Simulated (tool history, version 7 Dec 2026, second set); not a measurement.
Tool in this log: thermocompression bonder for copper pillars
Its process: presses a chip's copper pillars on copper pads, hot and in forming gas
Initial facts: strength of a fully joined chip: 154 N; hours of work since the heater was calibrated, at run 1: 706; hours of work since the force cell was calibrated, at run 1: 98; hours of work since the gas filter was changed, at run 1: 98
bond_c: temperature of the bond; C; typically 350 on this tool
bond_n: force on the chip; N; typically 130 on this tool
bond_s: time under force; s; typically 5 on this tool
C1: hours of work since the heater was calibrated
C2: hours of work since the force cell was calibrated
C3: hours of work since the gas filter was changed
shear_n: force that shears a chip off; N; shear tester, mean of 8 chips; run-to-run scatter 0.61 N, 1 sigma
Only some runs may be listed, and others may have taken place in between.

run 1 hour=0 | bond_c=350 bond_n=130 bond_s=5 | C1=706 C2=98 C3=98 | shear_n=69.6
run 2 hour=62 | bond_c=350 bond_n=130 bond_s=5 | C1=738 C2=130 C3=130 | shear_n=70
run 3 hour=122.1 | bond_c=350 bond_n=130 bond_s=5 | C1=768 C2=161 C3=161 | shear_n=68.7
run 4 hour=210.5 | bond_c=350 bond_n=130 bond_s=5 | C1=814 C2=206 C3=206 | shear_n=67.1
run 5 hour=248.3 | bond_c=350 bond_n=130 bond_s=5 | C1=833 C2=225 C3=225 | shear_n=67.8
run 6 hour=334.6 | bond_c=350 bond_n=130 bond_s=5 | C1=877 C2=270 C3=270 | shear_n=67.2
run 7 hour=397.5 | bond_c=350 bond_n=130 bond_s=5 | C1=909 C2=302 C3=302 | shear_n=67.6
-- hour=411.7 heater calibrated with a thermocouple chip
run 8 hour=475.5 | bond_c=350 bond_n=130 bond_s=5 | C1=33 C2=341 C3=341 | shear_n=72
run 9 hour=547.4 | bond_c=350 bond_n=130 bond_s=5 | C1=69 C2=378 C3=378 | shear_n=72.1
run 10 hour=609.7 | bond_c=367 bond_n=130 bond_s=5 | C1=101 C2=409 C3=409 | shear_n=79.2
run 11 hour=692.7 | bond_c=367 bond_n=130 bond_s=5 | C1=144 C2=452 C3=452 | shear_n=79
-- hour=707.7 forming gas filter changed
run 12 hour=730.4 | bond_c=348 bond_n=130 bond_s=5 | C1=163 C2=471 C3=12 | shear_n=71.9
run 13 hour=771.7 | bond_c=348 bond_n=130 bond_s=5 | C1=184 C2=492 C3=33 | shear_n=74.1
run 14 hour=824.8 | bond_c=323 bond_n=183 bond_s=6 | C1=211 C2=519 C3=60 | shear_n=73.7
run 15 hour=903.5 | bond_c=349 bond_n=117 bond_s=10 | C1=252 C2=560 C3=100 | shear_n=87.4
run 16 hour=940.3 | bond_c=329 bond_n=129 bond_s=14 | C1=270 C2=578 C3=119 | shear_n=87.5
run 17 hour=999.6 | bond_c=342 bond_n=119 bond_s=7 | C1=301 C2=609 C3=149 | shear_n=73.4
run 18 hour=1044.9 | bond_c=342 bond_n=119 bond_s=9 | C1=324 C2=632 C3=173 | shear_n=79.2
run 19 hour=1125 | bond_c=342 bond_n=119 bond_s=9 | C1=365 C2=673 C3=214 | shear_n=78.9
run 20 hour=1188.5 | bond_c=368 bond_n=130 bond_s=10 | C1=397 C2=706 C3=246 | shear_n=100.2
run 21 hour=1261.2 | bond_c=369 bond_n=113 bond_s=12 | C1=435 C2=743 C3=283 | shear_n=101.1
run 22 hour=1336.7 | bond_c=367 bond_n=114 bond_s=3 | C1=473 C2=781 C3=322 | shear_n=62.8

What differs in the tool's unlogged condition from the final listed run ahead of each entry between runs to the first listed run following it?
Between runs 7 and 8: heater calibrated with a thermocouple chip (hour 411.7)
  true temperature of the bond over the reading, C: -10.8 -> -1; force that reaches the chip, % of what is set: 101.4 -> 101.5; oxide that the forming gas leaves, % of the face: 3.57 -> 3.95
  measured minus no-state result, shear_n: -7.6 -> -2.7 N
Between runs 11 and 12: forming gas filter changed (hour 707.7)
  true temperature of the bond over the reading, C: -2.2 -> -2.4; oxide that the forming gas leaves, % of the face: 5.06 -> 0.67
  measured minus no-state result, shear_n: -4.4 -> -0.8 N

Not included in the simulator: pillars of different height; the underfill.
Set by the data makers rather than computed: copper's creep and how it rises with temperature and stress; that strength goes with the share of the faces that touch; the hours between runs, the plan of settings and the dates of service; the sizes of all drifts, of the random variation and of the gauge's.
